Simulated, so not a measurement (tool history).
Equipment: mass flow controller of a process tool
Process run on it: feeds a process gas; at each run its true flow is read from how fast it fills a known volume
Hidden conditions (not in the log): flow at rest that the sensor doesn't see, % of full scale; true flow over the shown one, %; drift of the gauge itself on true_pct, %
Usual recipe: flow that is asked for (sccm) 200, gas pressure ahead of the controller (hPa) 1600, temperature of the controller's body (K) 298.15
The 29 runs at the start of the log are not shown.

run,hour,flow that is asked for (sccm),gas pressure ahead of the controller (hPa),temperature of the controller's body (K),hours of work since the controller was set to zero,hours of work since the controller was changed,true flow (%)
30,7830.5,148,1990,298.15,2004,6195,98.37
31,8221.3,148,2330,305.15,2264,6455,97.99
32,8579.0,62,1600,298.15,2501,6692,97.93
33,8872.4,50,2230,298.15,2696,6887,98.13
34,9057.9,180,1780,298.15,2819,7010,98.42
35,9307.2,224,1510,303.15,2984,7176,98.15
36,9581.8,302,2310,305.15,3167,7358,98.64
37,9948.4,302,2310,305.15,3410,7601,98.71
38,10221.0,302,2310,305.15,3591,7782,98.74
39,10486.1,302,2310,305.15,3767,7958,98.64
40,10740.3,302,2210,305.15,3936,8127,98.59
41,10994.7,130,1490,299.15,4105,8296,98.04
# hour 11128.9: controller's zero set anew
42,11199.5,259,1490,299.15,47,8431,98.79
43,11569.4,200,1550,302.15,292,8677,98.01
44,11839.4,368,1600,296.15,472,8856,99.43
45,12016.7,339,2680,299.15,589,8974,99.61
46,12345.0,339,2680,299.15,807,9192,99.49
47,12713.0,202,1710,299.15,1052,9436,98.33
48,12923.3,178,1600,293.15,1191,9576,98.66

Here are 4 independent what-if runs from the current tool condition. What would each one return?
A,13269.8,200,1460,298.15,1421,9806,?
B,13269.8,211,2330,303.15,1421,9806,?
C,13269.8,87,1620,298.15,1421,9806,?
D,13269.8,423,1600,301.15,1421,9806,?

run,true flow (%)
A,98.33
B,98.38
C,97.91
D,99.19
The same runs, with their run-to-run variation unchanged, on a tool lacking any hidden condition would have given:
run,true flow (%)
A,98.30
B,98.35
C,97.88
D,99.16
